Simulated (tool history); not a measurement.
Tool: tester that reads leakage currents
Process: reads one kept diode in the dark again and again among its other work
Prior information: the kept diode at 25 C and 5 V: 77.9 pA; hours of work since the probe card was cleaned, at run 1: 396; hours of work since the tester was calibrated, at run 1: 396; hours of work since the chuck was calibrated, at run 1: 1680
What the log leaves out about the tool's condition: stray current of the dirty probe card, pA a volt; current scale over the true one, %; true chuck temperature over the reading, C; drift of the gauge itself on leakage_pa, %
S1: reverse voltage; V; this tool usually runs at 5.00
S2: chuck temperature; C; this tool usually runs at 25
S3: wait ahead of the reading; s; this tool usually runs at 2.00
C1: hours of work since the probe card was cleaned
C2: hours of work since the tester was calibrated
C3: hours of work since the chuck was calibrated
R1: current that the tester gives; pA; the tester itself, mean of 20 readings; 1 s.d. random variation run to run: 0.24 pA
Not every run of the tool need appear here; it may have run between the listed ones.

run   hour    S1  S2    S3   C1   C2    C3     R1
  1    0.0  5.00  25  2.00  396  396  1680  78.58
  2   45.7  7.55  25  2.00  432  432  1716  89.87
  3   96.2  7.55  25  2.00  472  472  1756  90.20
  4  154.8  7.55  25  2.00  518  518  1803  90.45
  5  210.9  5.00  25  5.90  563  563  1847  77.89
  6  266.6  5.00  25  5.90  607  607  1891  77.77
  7  297.6  5.00  25  5.90  631  631  1915  77.90
  8  340.0  5.00  25  2.00  665  665  1949  78.26
  9  379.3  5.00  25  2.00  696  696  1980  78.88
 10  407.8  5.00  25  2.00  718  718  2002  78.75
 11  451.4  5.00  25  2.00  753  753  2037  78.56
 12  482.8  8.76  24  2.00  777  777  2061  86.36
 13  527.9  1.43  24  0.68  813  813  2097  48.32
 14  576.8  1.43  24  0.68  852  852  2136  48.36
 15  640.1  1.43  24  3.43  902  902  2186  47.61
 16  707.6  5.00  25  0.37  955  955  2239  82.27

Forecast run 17:
 17  747.7  1.08  47  7.24  987  987  2271   ?

R1: 340.24 pA
On a tool with no hidden condition, and with the same random variation, this run would have come out at R1 340.99 pA.
